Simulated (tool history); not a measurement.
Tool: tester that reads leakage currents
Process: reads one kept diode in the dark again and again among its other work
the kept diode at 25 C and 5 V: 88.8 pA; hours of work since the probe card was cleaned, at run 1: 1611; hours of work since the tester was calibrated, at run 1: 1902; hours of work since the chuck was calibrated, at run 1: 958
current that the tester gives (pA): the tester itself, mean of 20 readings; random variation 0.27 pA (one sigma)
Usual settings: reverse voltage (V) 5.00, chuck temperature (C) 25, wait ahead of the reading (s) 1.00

| run | hour | reverse voltage (V) | chuck temperature (C) | wait ahead of the reading (s) | hours of work since the probe card was cleaned | hours of work since the tester was calibrated | hours of work since the chuck was calibrated | current that the tester gives (pA) |
|---|---|---|---|---|---|---|---|---|
| 1 | 0.0 | 5.00 | 25 | 1.00 | 1611 | 1902 | 958 | 89.07 |
| 2 | 77.6 | 5.00 | 25 | 0.57 | 1648 | 1939 | 995 | 89.94 |
| 3 | 211.1 | 5.00 | 25 | 0.57 | 1712 | 2003 | 1059 | 89.66 |
| 4 | 338.8 | 5.00 | 25 | 0.57 | 1773 | 2064 | 1120 | 89.61 |
| 5 | 413.5 | 5.00 | 25 | 0.57 | 1809 | 2100 | 1156 | 89.69 |
| 6 | 527.6 | 5.00 | 30 | 1.00 | 1864 | 2155 | 1211 | 132.08 |
| 7 | 622.5 | 5.00 | 30 | 1.00 | 1909 | 2200 | 1256 | 131.61 |
| 8 | 770.1 | 5.00 | 30 | 1.00 | 1980 | 2271 | 1327 | 131.67 |
| 9 | 887.1 | 5.00 | 30 | 0.87 | 2036 | 2327 | 1383 | 132.18 |
| 10 | 990.0 | 5.00 | 30 | 0.87 | 2085 | 2377 | 1433 | 130.57 |
| 11 | 1072.6 | 5.00 | 25 | 1.00 | 2125 | 2416 | 1472 | 88.09 |
| 12 | 1170.7 | 5.00 | 25 | 1.00 | 2172 | 2463 | 1519 | 88.21 |
| 13 | 1316.2 | 5.00 | 25 | 0.68 | 2242 | 2533 | 1589 | 88.32 |
| 14 | 1401.0 | 5.00 | 25 | 0.68 | 2283 | 2574 | 1630 | 88.18 |
| 15 | 1520.9 | 11.15 | 25 | 1.00 | 2340 | 2631 | 1687 | 139.50 |
| 16 | 1655.2 | 5.00 | 25 | 0.39 | 2405 | 2696 | 1752 | 89.13 |
| 17 | 1753.4 | 5.00 | 25 | 0.39 | 2452 | 2743 | 1799 | 89.22 |
| 18 | 1887.0 | 5.00 | 25 | 0.33 | 2516 | 2807 | 1863 | 89.97 |
| 19 | 2010.6 | 5.00 | 25 | 1.00 | 2575 | 2866 | 1922 | 87.10 |
| 20 | 2110.5 | 5.00 | 25 | 1.00 | 2623 | 2914 | 1970 | 87.77 |
| 21 | 2244.9 | 1.65 | 20 | 1.85 | 2687 | 2979 | 2034 | 30.55 |
|  | 2255.2 | probe card cleaned and baked |
| 22 | 2313.2 | 1.65 | 20 | 1.85 | 28 | 3010 | 2066 | 32.05 |
| 23 | 2456.6 | 1.65 | 20 | 1.85 | 97 | 3079 | 2135 | 32.29 |
| 24 | 2528.4 | 5.00 | 39 | 3.94 | 131 | 3113 | 2169 | 262.55 |

Run 25 comes next. What will it give?
| 25 | 2605.2 | 2.67 | 55 | 2.57 | 168 | 3150 | 2206 | ? |

{"run 25": {"current that the tester gives (pA)": 603.15}}
Without the tool's hidden state the same run would have given current that the tester gives (pA) 667.72.
